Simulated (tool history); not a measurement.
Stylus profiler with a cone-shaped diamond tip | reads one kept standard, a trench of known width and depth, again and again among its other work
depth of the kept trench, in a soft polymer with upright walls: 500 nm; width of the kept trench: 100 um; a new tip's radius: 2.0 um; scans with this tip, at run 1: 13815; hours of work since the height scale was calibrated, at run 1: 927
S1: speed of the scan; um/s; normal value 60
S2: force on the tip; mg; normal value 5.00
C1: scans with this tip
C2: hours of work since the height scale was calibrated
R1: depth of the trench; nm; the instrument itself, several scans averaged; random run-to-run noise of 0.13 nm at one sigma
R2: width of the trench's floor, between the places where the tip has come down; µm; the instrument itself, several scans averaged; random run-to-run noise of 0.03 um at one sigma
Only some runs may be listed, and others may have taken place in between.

run	day	S1	S2	C1	C2	R1	R2
1	0.000	60	5.00	13815	927	507.00	96.28
2	5.392	37	5.00	14638	982	507.45	96.30
3	8.592	37	5.00	15127	1015	507.21	96.30
4	12.858	37	5.00	15777	1058	507.43	96.22
# day 13.575: height scale calibrated on a step standard
5	16.412	60	5.00	16317	29	507.83	96.06
6	20.500	60	5.00	16940	71	507.68	96.07
# day 26.050: new tip fitted, height scale calibrated
7	26.050	66	5.00	0	0	506.29	97.14
# day 30.783: height scale calibrated on a step standard, once more
8	30.929	60	2.63	741	1	504.03	97.00
9	34.304	60	2.63	1257	36	504.15	96.95
10	38.471	60	2.63	1892	79	504.02	96.93
11	42.017	60	8.98	2433	115	509.27	97.07
12	45.146	19	5.38	2911	147	506.64	97.08
13	48.275	19	5.38	3389	179	506.69	97.03
14	53.083	53	4.18	4123	228	505.57	96.85
15	56.742	211	5.00	4680	266	506.37	96.26
16	61.179	45	2.03	5357	311	503.62	96.68
17	63.842	55	2.54	5764	338	504.51	96.70
18	69.212	55	2.54	6584	393	504.20	96.62
19	74.129	25	2.07	7334	444	503.95	96.74

How would selected steps in R1 from run to run divide? Give the signed amount a tool lacking its hidden state would still show from settings, what came in and random variation, and the signed amount left for the hidden state, including any gauge scatter that is not in both of the compared results.
Hidden state at play: radius of the tip, um; height scale over the true one, %; drift of the gauge itself on depth_nm, %; drift of the gauge itself on floor_um, %.
Run 6 -> 7: S1 60 -> 66, new tip fitted, height scale calibrated. R1 -1.39 nm: hidden state -1.36, all else -0.03.
Run 10 -> 11: S2 2.63 -> 8.98. R1 +5.25 nm: hidden state +0.05, all else +5.20.
